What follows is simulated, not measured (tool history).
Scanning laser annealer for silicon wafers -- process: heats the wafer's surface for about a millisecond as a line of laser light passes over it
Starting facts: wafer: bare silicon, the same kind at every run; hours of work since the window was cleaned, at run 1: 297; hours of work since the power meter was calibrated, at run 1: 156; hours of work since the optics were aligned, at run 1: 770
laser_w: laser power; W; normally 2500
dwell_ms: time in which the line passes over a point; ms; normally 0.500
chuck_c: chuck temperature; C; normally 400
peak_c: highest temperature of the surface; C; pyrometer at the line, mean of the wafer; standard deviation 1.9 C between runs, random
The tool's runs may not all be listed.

run	hour	laser_w	dwell_ms	chuck_c	hours of work since the window was cleaned	hours of work since the power meter was calibrated	hours of work since the optics were aligned	peak_c
1	0.0	2500	0.500	400	297	156	770	1075
2	6.8	2500	0.500	400	302	161	774	1075
3	16.0	2500	0.500	400	308	167	781	1074
4	24.3	2500	0.500	400	314	173	787	1073
5	37.2	2500	0.539	400	323	182	796	1093
6	49.6	2500	0.539	400	331	191	804	1097
7	62.2	2500	0.382	400	340	199	813	988
8	71.8	2233	0.595	428	347	206	820	1061
9	84.6	2500	0.500	408	356	215	828	1078
# hour 90.8: optics aligned, line set to its width
10	100.2	2371	0.538	408	363	222	7	1047
11	112.7	2314	0.529	408	372	231	15	1019
12	121.1	2521	0.460	417	378	237	21	1056
13	134.1	2404	0.496	417	387	246	30	1036

Consider 5 possible next runs. They are alternatives, not a sequence: every one starts from the tool as it was left by run 13. What does each give?
A	144.9	2556	0.496	417	394	253	38	?
B	144.9	2404	0.496	373	394	253	38	?
C	144.9	2649	0.500	424	394	253	38	?
D	144.9	2500	0.506	400	394	253	38	?
E	144.9	2412	0.540	430	394	253	38	?

run	peak_c
A	1090
B	992
C	1130
D	1060
E	1082
Had the tool no hidden state, the same runs would have come out as:
run	peak_c
A	1146
B	1043
C	1187
D	1114
E	1136
